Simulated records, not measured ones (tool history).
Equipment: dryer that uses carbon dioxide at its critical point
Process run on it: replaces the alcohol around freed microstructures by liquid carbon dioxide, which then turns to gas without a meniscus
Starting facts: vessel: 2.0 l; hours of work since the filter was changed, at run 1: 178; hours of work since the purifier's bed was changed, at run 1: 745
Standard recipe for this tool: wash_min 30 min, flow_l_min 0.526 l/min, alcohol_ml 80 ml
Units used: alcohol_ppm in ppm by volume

run	hour	wash_min	flow_l_min	alcohol_ml	hours of work since the filter was changed	hours of work since the purifier's bed was changed	alcohol_ppm
1	0.0	30	0.526	80	178	745	154
2	20.8	30	0.526	80	194	761	161
3	46.6	30	0.526	80	215	782	159
4	61.1	30	0.526	80	226	794	151
5	79.7	30	0.526	80	241	808	161
6	97.4	30	0.526	80	255	822	156
7	115.5	35	0.526	80	270	837	135
8	138.1	35	0.526	80	288	855	145
9	158.2	35	0.526	80	304	871	141
10	177.7	30	0.526	80	319	886	181
11	193.2	30	0.526	80	331	899	178
12	204.7	47	0.526	80	341	908	141
13	224.4	32	0.526	80	356	924	177
14	249.2	30	0.526	80	376	943	198
15	270.0	30	0.526	64	393	960	183
16	280.9	30	0.526	64	401	969	181
17	304.2	30	0.526	64	420	987	178
18	327.6	30	0.526	35	438	1006	180
19	352.2	30	0.526	35	458	1025	166
20	370.1	30	0.493	89	472	1040	238
21	383.0	30	0.493	89	483	1050	248
22	406.6	23	0.449	115	501	1069	833
23	424.2	47	0.367	65	515	1083	181
24	436.0	18	0.739	87	525	1092	322
25	449.4	36	0.623	23	535	1103	173
26	465.8	36	0.623	23	549	1116	176
27	479.1	36	0.623	23	559	1126	180
# hour 482.2: inlet filter changed
28	496.5	18	0.519	69	11	1139	700
29	521.3	27	0.469	80	31	1159	303
# hour 535.5: purifier's bed changed
30	539.4	27	0.469	80	43	3	136
31	552.3	19	0.343	80	53	13	2060
32	570.9	35	0.692	119	68	28	5
33	591.3	39	0.526	37	84	44	12
34	606.5	39	0.526	37	97	57	18
35	629.6	39	0.526	47	115	75	18
36	651.7	39	0.526	47	133	92	21

3 options for the next run, each taken on its own from the tool as it stands now. Forecast them:
A	676.9	29	0.526	47	153	113	?
B	676.9	24	0.731	72	153	113	?
C	676.9	30	0.351	80	153	113	?

run	alcohol_ppm
A	50
B	29
C	361
What these runs would have given with no unlogged condition in the tool:
run	alcohol_ppm
A	30
B	10
C	318
